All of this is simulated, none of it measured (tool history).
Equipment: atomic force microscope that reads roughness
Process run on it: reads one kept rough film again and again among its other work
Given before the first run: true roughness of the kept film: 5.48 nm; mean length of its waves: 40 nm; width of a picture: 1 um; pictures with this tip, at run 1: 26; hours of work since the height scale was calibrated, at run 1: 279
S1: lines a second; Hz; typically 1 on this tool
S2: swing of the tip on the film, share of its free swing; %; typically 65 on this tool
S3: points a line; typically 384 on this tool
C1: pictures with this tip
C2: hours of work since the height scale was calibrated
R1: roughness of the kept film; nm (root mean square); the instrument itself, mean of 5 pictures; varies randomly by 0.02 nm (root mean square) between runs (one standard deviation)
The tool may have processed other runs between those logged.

run 1 day=0 | S1=1 S2=65 S3=384 | C1=26 C2=279 | R1=4.569
run 2 day=0.183 | S1=1 S2=65 S3=384 | C1=33 C2=282 | R1=4.473
run 3 day=0.412 | S1=1 S2=65 S3=384 | C1=41 C2=285 | R1=4.368
run 4 day=0.662 | S1=1 S2=77 S3=384 | C1=49 C2=289 | R1=4.192
run 5 day=1.067 | S1=1 S2=77 S3=384 | C1=63 C2=295 | R1=4.066
run 6 day=1.279 | S1=1 S2=77 S3=384 | C1=71 C2=298 | R1=4
run 7 day=1.529 | S1=1 S2=77 S3=384 | C1=79 C2=302 | R1=3.929
run 8 day=1.717 | S1=1.05 S2=65 S3=384 | C1=86 C2=305 | R1=3.973
run 9 day=1.938 | S1=1.05 S2=65 S3=384 | C1=94 C2=309 | R1=3.864
run 10 day=2.388 | S1=1.05 S2=65 S3=829 | C1=109 C2=316 | R1=3.795
-- day=2.579 new tip fitted
run 11 day=2.708 | S1=1.05 S2=65 S3=829 | C1=4 C2=320 | R1=4.78
run 12 day=2.925 | S1=1.05 S2=65 S3=829 | C1=12 C2=324 | R1=4.678
run 13 day=3.129 | S1=1.05 S2=65 S3=829 | C1=19 C2=327 | R1=4.576
run 14 day=3.558 | S1=1.05 S2=65 S3=829 | C1=34 C2=333 | R1=4.413
run 15 day=3.833 | S1=1 S2=65 S3=384 | C1=43 C2=337 | R1=4.375
run 16 day=4.183 | S1=1 S2=65 S3=384 | C1=56 C2=343 | R1=4.209
run 17 day=4.462 | S1=1 S2=65 S3=384 | C1=65 C2=347 | R1=4.099
run 18 day=4.846 | S1=1 S2=65 S3=384 | C1=78 C2=353 | R1=3.977
run 19 day=5.071 | S1=1 S2=65 S3=384 | C1=86 C2=357 | R1=3.916
run 20 day=5.425 | S1=1 S2=65 S3=384 | C1=99 C2=362 | R1=3.835
run 21 day=5.804 | S1=1 S2=65 S3=384 | C1=112 C2=368 | R1=3.717
-- day=5.925 new tip fitted
run 22 day=6.125 | S1=1 S2=65 S3=384 | C1=7 C2=372 | R1=4.729
run 23 day=6.512 | S1=1 S2=65 S3=384 | C1=21 C2=378 | R1=4.531
run 24 day=6.883 | S1=1 S2=65 S3=384 | C1=33 C2=384 | R1=4.405
run 25 day=7.083 | S1=1 S2=65 S3=384 | C1=40 C2=387 | R1=4.336
run 26 day=7.4 | S1=1 S2=65 S3=384 | C1=51 C2=392 | R1=4.242
run 27 day=7.621 | S1=1 S2=65 S3=384 | C1=59 C2=396 | R1=4.104
run 28 day=7.825 | S1=1 S2=65 S3=384 | C1=66 C2=399 | R1=4.118
run 29 day=8.1 | S1=1 S2=65 S3=384 | C1=76 C2=403 | R1=3.995
run 30 day=8.3 | S1=1 S2=65 S3=384 | C1=83 C2=406 | R1=3.934
run 31 day=8.738 | S1=1.77 S2=65 S3=418 | C1=98 C2=413 | R1=3.715
run 32 day=9.125 | S1=3.4 S2=65 S3=671 | C1=111 C2=419 | R1=3.502
-- day=9.267 new tip fitted
run 33 day=9.562 | S1=3.8 S2=55 S3=462 | C1=11 C2=425 | R1=4.567
run 34 day=9.771 | S1=1.07 S2=65 S3=570 | C1=18 C2=428 | R1=4.616
run 35 day=10.121 | S1=1.07 S2=65 S3=570 | C1=30 C2=434 | R1=4.482
run 36 day=10.458 | S1=1.3 S2=65 S3=778 | C1=42 C2=439 | R1=4.301
run 37 day=10.679 | S1=1.35 S2=65 S3=937 | C1=49 C2=442 | R1=4.246
run 38 day=11.029 | S1=1.51 S2=60 S3=331 | C1=61 C2=448 | R1=4.172
run 39 day=11.446 | S1=1.51 S2=60 S3=331 | C1=76 C2=454 | R1=3.986
run 40 day=11.646 | S1=0.54 S2=65 S3=647 | C1=83 C2=457 | R1=4.012

Run 41, settings as shown, results not yet in. Your forecast:
run 41 day=11.996 | S1=1.07 S2=65 S3=532 | C1=95 C2=463 | R1=?

Run 41 measured R1 3.865 nm (root mean square).
With no hidden state in the tool, this same run would have given R1 4.86 nm (root mean square).

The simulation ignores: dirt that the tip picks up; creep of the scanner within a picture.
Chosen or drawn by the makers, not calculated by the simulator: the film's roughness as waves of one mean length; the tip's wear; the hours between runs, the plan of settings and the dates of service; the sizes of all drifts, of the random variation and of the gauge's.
